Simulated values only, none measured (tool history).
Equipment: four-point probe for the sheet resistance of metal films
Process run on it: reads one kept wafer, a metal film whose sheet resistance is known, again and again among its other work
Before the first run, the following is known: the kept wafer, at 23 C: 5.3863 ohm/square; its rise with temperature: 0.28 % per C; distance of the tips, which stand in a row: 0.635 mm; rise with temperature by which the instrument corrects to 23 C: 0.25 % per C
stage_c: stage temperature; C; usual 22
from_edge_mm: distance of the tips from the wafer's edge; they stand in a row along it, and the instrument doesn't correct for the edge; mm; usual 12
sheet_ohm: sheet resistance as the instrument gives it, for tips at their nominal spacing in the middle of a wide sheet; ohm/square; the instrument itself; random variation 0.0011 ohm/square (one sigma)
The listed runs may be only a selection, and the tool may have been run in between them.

run	day	stage_c	from_edge_mm	sheet_ohm
1	0	22	12	5.404726
2	0.75	22	12	5.404594
3	1.304	22	70	5.397442
4	2.162	31	70	5.406781
5	3.179	22	12	5.4059
6	4.121	22	12	5.406318
7	4.725	22	12	5.404597
8	5.692	22	66	5.399602
9	6.508	22	66	5.398089
10	6.958	22	12	5.405869
11	7.871	22	12	5.408304
12	8.442	22	30	5.402871
13	9.458	22	30	5.400097
14	10.088	22	12	5.405145
15	10.571	22	12	5.405667
16	11.45	22	9	5.413669
17	12.242	22	9	5.413848
18	12.971	21	12	5.408034
19	13.621	21	12	5.407468
20	14.425	21	12	5.408163
21	15.333	21	12	5.4085
22	16.196	21	12	5.408273
23	17.183	34	6	5.448124
24	17.875	18	12	5.404862
25	18.567	34	18	5.419498
26	19.546	34	18	5.421926
27	20.438	34	18	5.421212
28	20.896	27	19	5.412737
29	21.392	26	4	5.480831
30	22.175	26	4	5.480088
31	22.983	26	4	5.481367
32	23.767	26	4	5.481852
33	24.475	26	4	5.482925
34	25.212	26	4	5.481895
35	26.142	32	16	5.42065
36	26.662	25	25	5.40977
37	27.412	30	14	5.420724
38	28.417	30	29	5.417072
39	29.425	29	71	5.413001
40	30.404	29	5	5.460077
41	31.25	29	5	5.464196
42	32.246	29	5	5.461001
43	32.825	32	8	5.437083
44	33.304	32	8	5.43553

Consider 5 possible next runs. They are alternatives, not a sequence: every one starts from the tool as it was left by run 44. What does each give?
A	33.958	19	7	?
B	33.958	18	12	?
C	33.958	21	14	?
D	33.958	27	14	?
E	33.958	22	33	?

run	sheet_ohm
A	5.428825
B	5.410462
C	5.414215
D	5.419783
E	5.408162
Stripped of hidden state, with their random variation kept, the same runs would have yielded:
run	sheet_ohm
A	5.405764
B	5.387472
C	5.391218
D	5.396781
E	5.385192
